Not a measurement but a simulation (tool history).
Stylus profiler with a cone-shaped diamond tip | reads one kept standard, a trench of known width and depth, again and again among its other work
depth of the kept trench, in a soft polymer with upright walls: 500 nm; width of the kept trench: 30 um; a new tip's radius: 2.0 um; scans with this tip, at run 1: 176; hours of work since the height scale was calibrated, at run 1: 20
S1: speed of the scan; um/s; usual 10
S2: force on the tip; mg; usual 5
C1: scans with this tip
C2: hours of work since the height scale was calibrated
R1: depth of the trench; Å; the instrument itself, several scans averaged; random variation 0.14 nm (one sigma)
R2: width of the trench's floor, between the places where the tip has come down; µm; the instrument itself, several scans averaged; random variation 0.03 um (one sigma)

| run | hour | S1 | S2 | C1 | C2 | R1 | R2 |
|---|---|---|---|---|---|---|---|
| 1 | 0 | 10 | 5 | 176 | 20 | 5122.4 | 27.31 |
| 2 | 12.6 | 10 | 5 | 232 | 26 | 5119.5 | 27.34 |
| 3 | 25.8 | 10 | 5 | 292 | 32 | 5118.5 | 27.32 |
| 4 | 47.3 | 10 | 5 | 388 | 43 | 5119.4 | 27.29 |
| 5 | 77.2 | 11 | 5 | 522 | 58 | 5118.1 | 27.31 |
| 6 | 90.7 | 11 | 5 | 583 | 65 | 5119 | 27.24 |
| 7 | 112.1 | 11 | 5 | 679 | 76 | 5120.9 | 27.3 |
| 8 | 131.8 | 11 | 5 | 768 | 85 | 5117.4 | 27.26 |
| 9 | 153.6 | 11 | 5 | 866 | 96 | 5117.4 | 27.26 |
| 10 | 167.5 | 10 | 5 | 928 | 103 | 5117.4 | 27.26 |
| 11 | 194.2 | 10 | 5 | 1048 | 117 | 5119 | 27.27 |
| 12 | 209.2 | 10 | 5 | 1115 | 124 | 5119 | 27.22 |
| 13 | 228.3 | 34 | 5 | 1201 | 134 | 5117.9 | 27.12 |
| 14 | 243.4 | 34 | 5 | 1269 | 141 | 5120.6 | 27.15 |
| 15 | 260.3 | 33 | 5 | 1345 | 150 | 5117.1 | 27.14 |
| 16 | 291.4 | 10 | 5 | 1485 | 165 | 5113.8 | 27.22 |
| 17 | 316.1 | 10 | 5 | 1595 | 178 | 5118 | 27.25 |
| 18 | 339.5 | 29 | 5 | 1701 | 189 | 5119.3 | 27.09 |
| 19 | 365.5 | 29 | 5 | 1817 | 202 | 5114.2 | 27.11 |
| 20 | 388.5 | 29 | 5 | 1921 | 214 | 5116.5 | 27.13 |
|  | 391.2 | height scale calibrated on a step standard |
| 21 | 408.7 | 3 | 5 | 2009 | 9 | 5115 | 27.21 |
| 22 | 426.8 | 10 | 2.06 | 2090 | 18 | 5063 | 27.16 |
|  | 444.6 | height scale calibrated on a step standard, once more |
| 23 | 454.5 | 8 | 11.1 | 2213 | 5 | 5203.6 | 27.15 |
| 24 | 480.3 | 8 | 11.1 | 2328 | 18 | 5204.4 | 27.21 |
| 25 | 497.9 | 8 | 11.1 | 2408 | 27 | 5202.5 | 27.21 |
| 26 | 514.3 | 15 | 7.62 | 2481 | 35 | 5159.4 | 27.13 |
| 27 | 537 | 32 | 3.5 | 2583 | 46 | 5096.7 | 27.02 |
| 28 | 560.8 | 32 | 3.5 | 2690 | 58 | 5094.9 | 27.03 |
| 29 | 583 | 32 | 3.5 | 2790 | 69 | 5092.3 | 27 |
| 30 | 606.1 | 21 | 5.89 | 2893 | 81 | 5133.2 | 27.05 |

Run 31 comes next. What will it give?
| 31 | 620.8 | 10 | 12.09 | 2959 | 88 | ? | ? |

Run 31 gave R1 5214.8 Å, R2 27.13 µm.
Without the tool's hidden state the same run would have given R1 5214.8 Å, R2 27.34 µm.
